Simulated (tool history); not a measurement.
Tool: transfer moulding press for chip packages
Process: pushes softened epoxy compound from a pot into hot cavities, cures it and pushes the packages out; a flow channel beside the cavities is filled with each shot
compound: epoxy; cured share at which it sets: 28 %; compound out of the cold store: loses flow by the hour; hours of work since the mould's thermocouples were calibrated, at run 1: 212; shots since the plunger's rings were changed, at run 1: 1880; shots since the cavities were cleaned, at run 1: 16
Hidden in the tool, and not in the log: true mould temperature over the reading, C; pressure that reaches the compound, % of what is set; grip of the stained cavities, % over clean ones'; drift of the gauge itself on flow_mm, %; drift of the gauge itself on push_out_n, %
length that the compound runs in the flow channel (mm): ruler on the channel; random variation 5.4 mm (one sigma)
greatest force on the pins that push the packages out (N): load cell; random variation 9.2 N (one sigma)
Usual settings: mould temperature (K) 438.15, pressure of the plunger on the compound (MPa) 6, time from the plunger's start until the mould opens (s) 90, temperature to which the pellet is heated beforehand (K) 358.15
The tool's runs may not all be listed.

run	hour	mould temperature (K)	pressure of the plunger on the compound (MPa)	time from the plunger's start until the mould opens (s)	temperature to which the pellet is heated beforehand (K)	hours of work since the mould's thermocouples were calibrated	shots since the plunger's rings were changed	shots since the cavities were cleaned	incoming compound's hours out of the cold store	length that the compound runs in the flow channel (mm)	greatest force on the pins that push the packages out (N)
1	0	438.15	6	90	358.15	212	1880	16	35	854	427
2	39	438.15	6	90	358.15	238	2362	498	41.8	818	601
# hour 60: cavities cleaned with cleaning compound and waxed
3	91.4	438.15	7.46	90	358.15	273	2991	388	41.4	896	586
# hour 119.4: cavities cleaned with cleaning compound and waxed
# hour 138.1: plunger's sealing rings changed
4	138.1	438.15	6	90	357.15	301	0	201	31.7	897	513
5	172.5	438.15	6	90	357.15	325	426	627	28.4	884	605
# hour 182.2: cavities cleaned with cleaning compound and waxed
6	224.9	438.15	6	90	357.15	359	1054	527	46.3	814	613
# hour 241.7: cavities cleaned with cleaning compound and waxed
7	282.8	438.15	6	90	357.15	397	1751	508	47.6	805	598
# hour 303.7: cavities cleaned with cleaning compound and waxed
8	348.8	438.15	6	90	357.15	440	2548	556	14.6	924	632
# hour 361.7: cavities cleaned with cleaning compound and waxed
9	407.1	438.15	6	90	356.15	479	3251	562	29.9	855	641
# hour 419.3: cavities cleaned with cleaning compound and waxed
# hour 433.9: plunger's sealing rings changed
10	447.5	438.15	6	90	356.15	503	167	317	14.8	940	567
# hour 480.3: cavities cleaned with cleaning compound and waxed
11	511.6	438.15	6	90	358.15	545	942	388	36.1	848	591
# hour 539.3: cavities cleaned with cleaning compound and waxed
12	548.1	438.15	6	90	358.15	569	1375	110	28.7	865	477
# hour 595.9: cavities cleaned with cleaning compound and waxed
13	608.3	438.15	6	90	358.15	608	2100	153	8.8	947	522
# hour 654: cavities cleaned with cleaning compound and waxed
14	662.1	440.15	6.35	88	358.15	644	2746	100	25.9	879	447
15	695.6	444.15	6	90	351.15	666	3160	514	18.8	872	557
# hour 707.4: mould's thermocouples calibrated
# hour 715.2: cavities cleaned with cleaning compound and waxed
# hour 733.2: plunger's sealing rings changed
16	741.1	444.15	6	90	351.15	20	97	288	41.5	821	486
# hour 777.9: cavities cleaned with cleaning compound and waxed
17	794.1	436.15	6	90	352.15	55	733	199	27	899	612
18	825.2	440.15	4.52	88	350.15	76	1119	585	31.3	752	619
# hour 835.3: cavities cleaned with cleaning compound and waxed
19	886	430.15	6.6	93	366.15	116	1851	626	27.8	948	961
# hour 896.9: cavities cleaned with cleaning compound and waxed
20	937.7	431.15	6	90	358.15	149	2471	504	38.3	857	886
# hour 957.4: cavities cleaned with cleaning compound and waxed
21	1002.7	431.15	7.31	90	358.15	192	3257	560	15.8	1019	986
# hour 1015.7: cavities cleaned with cleaning compound and waxed
# hour 1027.5: plunger's sealing rings changed
22	1062.9	431.15	7.31	90	359.15	230	438	554	38.2	983	957
# hour 1078.8: cavities cleaned with cleaning compound and waxed
23	1105	431.15	4.72	90	359.15	257	939	323	30.9	797	801
# hour 1135.7: cavities cleaned with cleaning compound and waxed
24	1136.7	438.15	6	74	363.15	278	1312	12	24.3	895	575
25	1184.3	438.15	6	118	352.15	310	1900	600	17.2	907	566
# hour 1194.2: cavities cleaned with cleaning compound and waxed
26	1240	441.15	5.59	126	355.15	346	2571	566	30.2	816	562

Forecast each of these 4 alternatives for the next run:
# hour 1252.3: cavities cleaned with cleaning compound and waxed
A	1284.7	431.15	5.36	90	358.15	375	3105	401	44	?	?
# hour 1252.3: cavities cleaned with cleaning compound and waxed
B	1284.7	438.15	6.98	90	358.15	375	3105	401	47.3	?	?
# hour 1252.3: cavities cleaned with cleaning compound and waxed
C	1284.7	438.15	6	90	361.15	375	3105	401	25.8	?	?
# hour 1252.3: cavities cleaned with cleaning compound and waxed
D	1284.7	434.15	6	95	358.15	375	3105	401	30	?	?

run	length that the compound runs in the flow channel (mm)	greatest force on the pins that push the packages out (N)
A	764	811
B	850	568
C	862	590
D	860	629
Without the tool's hidden state the same runs would have given:
run	length that the compound runs in the flow channel (mm)	greatest force on the pins that push the packages out (N)
A	804	603
B	894	414
C	906	431
D	904	465
